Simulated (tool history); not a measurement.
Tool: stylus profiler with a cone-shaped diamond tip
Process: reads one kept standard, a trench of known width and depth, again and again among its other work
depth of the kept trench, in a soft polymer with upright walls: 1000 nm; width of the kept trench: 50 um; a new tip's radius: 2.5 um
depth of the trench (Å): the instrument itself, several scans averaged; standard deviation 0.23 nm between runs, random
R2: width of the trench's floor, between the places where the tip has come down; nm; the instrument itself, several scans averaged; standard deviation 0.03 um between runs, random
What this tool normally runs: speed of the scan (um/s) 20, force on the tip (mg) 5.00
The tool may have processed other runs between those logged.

run 1 day=0.000 | speed_of_the_scan_(um/s)=20 force_on_the_tip_(mg)=5.00 | depth_of_the_trench_(Å)=10167.2 R2=45980
run 2 day=3.342 | speed_of_the_scan_(um/s)=20 force_on_the_tip_(mg)=5.00 | depth_of_the_trench_(Å)=10163.0 R2=45970
run 3 day=7.292 | speed_of_the_scan_(um/s)=20 force_on_the_tip_(mg)=5.00 | depth_of_the_trench_(Å)=10159.8 R2=45960
run 4 day=10.329 | speed_of_the_scan_(um/s)=20 force_on_the_tip_(mg)=5.00 | depth_of_the_trench_(Å)=10168.0 R2=45930
run 5 day=12.212 | speed_of_the_scan_(um/s)=20 force_on_the_tip_(mg)=5.00 | depth_of_the_trench_(Å)=10162.7 R2=45960
run 6 day=16.112 | speed_of_the_scan_(um/s)=20 force_on_the_tip_(mg)=9.76 | depth_of_the_trench_(Å)=10256.9 R2=45950
run 7 day=17.854 | speed_of_the_scan_(um/s)=20 force_on_the_tip_(mg)=5.00 | depth_of_the_trench_(Å)=10164.0 R2=45920
run 8 day=19.904 | speed_of_the_scan_(um/s)=20 force_on_the_tip_(mg)=2.82 | depth_of_the_trench_(Å)=10112.5 R2=45920
run 9 day=23.908 | speed_of_the_scan_(um/s)=20 force_on_the_tip_(mg)=2.82 | depth_of_the_trench_(Å)=10108.4 R2=45920
run 10 day=26.017 | speed_of_the_scan_(um/s)=20 force_on_the_tip_(mg)=2.82 | depth_of_the_trench_(Å)=10108.6 R2=45860
run 11 day=28.633 | speed_of_the_scan_(um/s)=54 force_on_the_tip_(mg)=5.00 | depth_of_the_trench_(Å)=10163.8 R2=45830
run 12 day=30.892 | speed_of_the_scan_(um/s)=20 force_on_the_tip_(mg)=5.00 | depth_of_the_trench_(Å)=10160.5 R2=45900
run 13 day=33.100 | speed_of_the_scan_(um/s)=20 force_on_the_tip_(mg)=5.00 | depth_of_the_trench_(Å)=10162.7 R2=45950
run 14 day=37.229 | speed_of_the_scan_(um/s)=7 force_on_the_tip_(mg)=5.00 | depth_of_the_trench_(Å)=10164.6 R2=45970
run 15 day=41.421 | speed_of_the_scan_(um/s)=7 force_on_the_tip_(mg)=5.00 | depth_of_the_trench_(Å)=10163.2 R2=45980
run 16 day=43.425 | speed_of_the_scan_(um/s)=9 force_on_the_tip_(mg)=5.00 | depth_of_the_trench_(Å)=10165.2 R2=45960
run 17 day=47.508 | speed_of_the_scan_(um/s)=20 force_on_the_tip_(mg)=5.27 | depth_of_the_trench_(Å)=10171.1 R2=45900
run 18 day=49.583 | speed_of_the_scan_(um/s)=20 force_on_the_tip_(mg)=5.00 | depth_of_the_trench_(Å)=10165.2 R2=45890
run 19 day=52.275 | speed_of_the_scan_(um/s)=20 force_on_the_tip_(mg)=8.77 | depth_of_the_trench_(Å)=10239.3 R2=45960
run 20 day=55.608 | speed_of_the_scan_(um/s)=20 force_on_the_tip_(mg)=8.77 | depth_of_the_trench_(Å)=10240.4 R2=45920
run 21 day=59.062 | speed_of_the_scan_(um/s)=20 force_on_the_tip_(mg)=8.77 | depth_of_the_trench_(Å)=10234.7 R2=45880
run 22 day=63.233 | speed_of_the_scan_(um/s)=38 force_on_the_tip_(mg)=8.42 | depth_of_the_trench_(Å)=10230.7 R2=45860
run 23 day=65.604 | speed_of_the_scan_(um/s)=29 force_on_the_tip_(mg)=4.65 | depth_of_the_trench_(Å)=10158.0 R2=45890
run 24 day=69.579 | speed_of_the_scan_(um/s)=31 force_on_the_tip_(mg)=5.69 | depth_of_the_trench_(Å)=10177.0 R2=45940
run 25 day=71.867 | speed_of_the_scan_(um/s)=21 force_on_the_tip_(mg)=3.73 | depth_of_the_trench_(Å)=10129.5 R2=45950
run 26 day=73.762 | speed_of_the_scan_(um/s)=32 force_on_the_tip_(mg)=3.36 | depth_of_the_trench_(Å)=10127.2 R2=45960
run 27 day=77.842 | speed_of_the_scan_(um/s)=20 force_on_the_tip_(mg)=4.13 | depth_of_the_trench_(Å)=10145.5 R2=45950
run 28 day=80.350 | speed_of_the_scan_(um/s)=20 force_on_the_tip_(mg)=3.93 | depth_of_the_trench_(Å)=10137.7 R2=45950
run 29 day=84.200 | speed_of_the_scan_(um/s)=36 force_on_the_tip_(mg)=2.65 | depth_of_the_trench_(Å)=10109.3 R2=45860
run 30 day=86.312 | speed_of_the_scan_(um/s)=51 force_on_the_tip_(mg)=2.65 | depth_of_the_trench_(Å)=10109.4 R2=45810
run 31 day=88.833 | speed_of_the_scan_(um/s)=9 force_on_the_tip_(mg)=14.76 | depth_of_the_trench_(Å)=10340.9 R2=46020
run 32 day=92.196 | speed_of_the_scan_(um/s)=9 force_on_the_tip_(mg)=14.76 | depth_of_the_trench_(Å)=10337.2 R2=45960
run 33 day=94.771 | speed_of_the_scan_(um/s)=9 force_on_the_tip_(mg)=14.76 | depth_of_the_trench_(Å)=10334.9 R2=45970
run 34 day=97.033 | speed_of_the_scan_(um/s)=43 force_on_the_tip_(mg)=10.57 | depth_of_the_trench_(Å)=10269.9 R2=45900
run 35 day=99.512 | speed_of_the_scan_(um/s)=43 force_on_the_tip_(mg)=10.57 | depth_of_the_trench_(Å)=10272.3 R2=45910
run 36 day=101.246 | speed_of_the_scan_(um/s)=43 force_on_the_tip_(mg)=10.57 | depth_of_the_trench_(Å)=10272.0 R2=45970
run 37 day=105.171 | speed_of_the_scan_(um/s)=20 force_on_the_tip_(mg)=1.76 | depth_of_the_trench_(Å)=10087.6 R2=45920
run 38 day=108.592 | speed_of_the_scan_(um/s)=48 force_on_the_tip_(mg)=11.79 | depth_of_the_trench_(Å)=10290.1 R2=45920
run 39 day=110.546 | speed_of_the_scan_(um/s)=48 force_on_the_tip_(mg)=11.79 | depth_of_the_trench_(Å)=10290.1 R2=45890
run 40 day=114.146 | speed_of_the_scan_(um/s)=48 force_on_the_tip_(mg)=11.79 | depth_of_the_trench_(Å)=10292.7 R2=45950

Removed from this log: 2 entries logged between the listed runs. Between which two listed runs does each belong, and how does the tool's hidden state at the listed run before it compare with that at the listed run after it?
In the gap between runs 19 and 20: height scale calibrated on a step standard (day 54.717)
  height scale over the true one, %: -0.001 -> 0
  the result without the hidden state subtracted from the measured one, R2: -30 -> -40 nm
In the gap between runs 23 and 24: new tip fitted, height scale calibrated (day 67.729)
  radius of the tip, um: 2.54 -> 2.5
  the result without the hidden state subtracted from the measured one, R2: -40 -> +0 nm
